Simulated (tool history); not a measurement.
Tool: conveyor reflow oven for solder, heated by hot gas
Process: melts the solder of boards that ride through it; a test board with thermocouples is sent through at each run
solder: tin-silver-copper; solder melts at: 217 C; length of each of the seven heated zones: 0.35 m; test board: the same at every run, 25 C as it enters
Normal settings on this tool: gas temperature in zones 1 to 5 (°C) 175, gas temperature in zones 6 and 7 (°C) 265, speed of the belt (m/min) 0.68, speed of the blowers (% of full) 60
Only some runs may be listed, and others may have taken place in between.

run	hour	gas temperature in zones 1 to 5 (°C)	gas temperature in zones 6 and 7 (°C)	speed of the belt (m/min)	speed of the blowers (% of full)	highest temperature of the board (°C)	time above the solder's melting point (s)
1	0	175	265	0.68	60	249.9	45
2	7.1	175	265	0.68	60	249.3	45.1
3	14.7	175	265	0.706	60	248.1	42.4
4	21.9	175	265	0.68	60	249.3	45.5
5	28.1	175	265	0.68	60	249.2	45.2
6	37.6	175	265	0.68	60	249.5	44.9
7	51.9	175	265	0.68	60	248.8	45.4
8	60.8	175	265	0.68	60	249.6	44.7
9	69	175	265	0.68	60	248.8	44.6
10	78.7	175	270	0.68	60	253.6	47.5
11	85.1	175	265	0.68	60	249.5	44.8
12	99.4	175	265	0.68	60	249.3	45.3
13	108.6	175	265	0.68	60	248.7	44.7
# hour 116.7: flux residue cleaned out of gas plates and filters
14	121.7	175	265	0.68	60	252.1	47.6
15	132.6	175	278	0.725	60	261.9	48.8
16	141.6	175	254	0.73	54	239	35.4
17	148.5	164	265	0.623	60	253.2	49.8
18	157.2	164	265	0.623	60	252.4	49.8
19	167.3	164	265	0.623	60	252.4	49.8
20	175.5	178	267	0.768	64	251.4	41.9
21	186.8	178	262	0.768	70	247.8	39.7
22	193.7	178	262	0.768	70	246.9	39.9
23	206.7	178	262	0.768	70	247.8	39.9
24	220.6	178	262	0.768	70	247.7	39.7
25	231.6	178	265	0.793	60	247.3	38
26	241.1	164	265	0.782	60	245	33.6
27	253	164	265	0.782	60	245.5	34

Here are 4 independent what-if runs from the current tool condition. What would each one return?
A	263.5	164	263	0.782	60	?	?
B	263.5	181	265	0.782	59	?	?
C	263.5	164	267	0.592	60	?	?
D	263.5	164	262	0.782	60	?	?

run	highest temperature of the board (°C)	time above the solder's melting point (s)
A	243.7	32.6
B	248	39.8
C	255.8	54.3
D	242.6	31.9
Without the tool's hidden state the same runs would have given:
run	highest temperature of the board (°C)	time above the solder's melting point (s)
A	245.7	33.9
B	249.9	40.8
C	257.7	55.2
D	244.5	33.2
